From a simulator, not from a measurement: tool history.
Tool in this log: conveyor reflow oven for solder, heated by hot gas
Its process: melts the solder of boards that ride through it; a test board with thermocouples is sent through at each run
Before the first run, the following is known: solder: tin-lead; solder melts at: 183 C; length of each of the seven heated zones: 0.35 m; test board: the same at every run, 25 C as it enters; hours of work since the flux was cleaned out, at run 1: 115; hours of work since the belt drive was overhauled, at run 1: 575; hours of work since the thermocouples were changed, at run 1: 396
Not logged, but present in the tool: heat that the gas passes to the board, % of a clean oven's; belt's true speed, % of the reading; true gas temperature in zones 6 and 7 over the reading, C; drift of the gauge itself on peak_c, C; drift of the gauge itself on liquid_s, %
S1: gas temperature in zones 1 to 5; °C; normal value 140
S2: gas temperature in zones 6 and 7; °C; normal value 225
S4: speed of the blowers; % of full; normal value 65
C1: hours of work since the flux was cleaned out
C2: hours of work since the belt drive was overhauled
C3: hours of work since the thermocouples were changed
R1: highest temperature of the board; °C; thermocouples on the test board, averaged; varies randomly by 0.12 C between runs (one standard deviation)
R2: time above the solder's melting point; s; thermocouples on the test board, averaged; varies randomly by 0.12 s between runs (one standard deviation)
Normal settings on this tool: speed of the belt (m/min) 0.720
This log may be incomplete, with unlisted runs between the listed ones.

Run 1, hour 0.0: usual settings; C1 115; C2 575; C3 396. Result: R1 204.4 °C, R2 34.0 s.
Run 2, hour 14.4: usual settings; C1 123; C2 583; C3 403. Result: R1 204.6 °C, R2 34.1 s.
Run 3, hour 27.3: usual settings but speed of the belt (m/min) 0.705; C1 129; C2 589; C3 410. Result: R1 205.5 °C, R2 35.2 s.
Run 4, hour 44.1: usual settings but S1 149 °C; C1 138; C2 597; C3 418. Result: R1 206.7 °C, R2 38.7 s.
Run 5, hour 62.9: usual settings but S1 149 °C; C1 147; C2 607; C3 428. Result: R1 206.6 °C, R2 38.6 s.
Run 6, hour 73.2: usual settings but S1 149 °C; C1 152; C2 612; C3 433. Result: R1 206.7 °C, R2 38.8 s.
Run 7, hour 90.0: usual settings but S1 149 °C; C1 161; C2 621; C3 441. Result: R1 206.6 °C, R2 38.8 s.
Run 8, hour 106.1: usual settings but S1 149 °C; C1 169; C2 629; C3 449. Result: R1 206.7 °C, R2 38.6 s.
At hour 112.1: flux residue cleaned out of gas plates and filters.
Run 9, hour 123.0: usual settings but S2 236 °C; C1 5; C2 635; C3 455. Result: R1 212.7 °C, R2 40.6 s.
Run 10, hour 137.5: usual settings; C1 13; C2 642; C3 463. Result: R1 203.9 °C, R2 33.0 s.
Run 11, hour 146.6: usual settings; C1 17; C2 647; C3 467. Result: R1 203.7 °C, R2 33.1 s.
Run 12, hour 163.2: usual settings but S1 134 °C; C1 26; C2 655; C3 476. Result: R1 202.3 °C, R2 29.9 s.

Run 13 is up next; what results do you expect?
Run 13, hour 174.0: usual settings but S1 131 °C, speed of the belt (m/min) 0.614, S4 51 % of full; C1 31; C2 660; C3 481. Result: R1 ?, R2 ?.

R1: 202.9 °C
R2: 34.8 s
On a tool with no hidden condition, and with the same random variation, this run would have come out at R1 203.2 °C, R2 35.3 s.
